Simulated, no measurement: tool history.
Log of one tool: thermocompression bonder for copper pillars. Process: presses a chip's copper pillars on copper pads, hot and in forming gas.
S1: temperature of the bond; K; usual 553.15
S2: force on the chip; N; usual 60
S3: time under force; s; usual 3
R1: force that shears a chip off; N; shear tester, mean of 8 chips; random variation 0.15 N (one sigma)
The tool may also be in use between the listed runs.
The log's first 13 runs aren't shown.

run	hour	S1	S2	S3	R1
14	597.6	553.15	60	2	43.1
# hour 617.5: forming gas filter changed
15	648.3	553.15	60	2	45.2
16	687.6	553.15	60	3	51.5
17	729.2	553.15	60	3	51.3
18	776	553.15	60	3	51
19	807.2	553.15	60	3	50.9
20	838.6	553.15	60	3	50.5
21	868.5	561.15	60	2	47.5
22	918.4	561.15	60	2	47.6
23	953.9	557.15	84	8	73.9
# hour 990.1: forming gas filter changed
24	1013.9	557.15	84	8	77
25	1064.2	529.15	73	8	61.7
26	1107.6	529.15	73	8	61.6
27	1138.2	553.15	71	3	55.7
28	1181	534.15	57	3	41.9
29	1221	560.15	73	4	63.6
30	1273.6	560.15	73	4	63
31	1326.7	534.15	73	3	46.9
32	1360.8	525.15	64	6	50.3
# hour 1365.4: forming gas filter changed
33	1418.8	525.15	64	6	52.7
# hour 1429.4: force cell calibrated
34	1466.2	559.15	38	3	45.8
35	1510	559.15	38	3	45.8
36	1565.6	544.15	38	6	49.8
37	1619.3	527.15	59	9	59.1

Run 38 comes next. What will it give?
38	1649.3	527.15	59	9	?

{"run 38": {"R1": 58.6}}
Without the tool's hidden state the same run would have given R1 57.3 N.
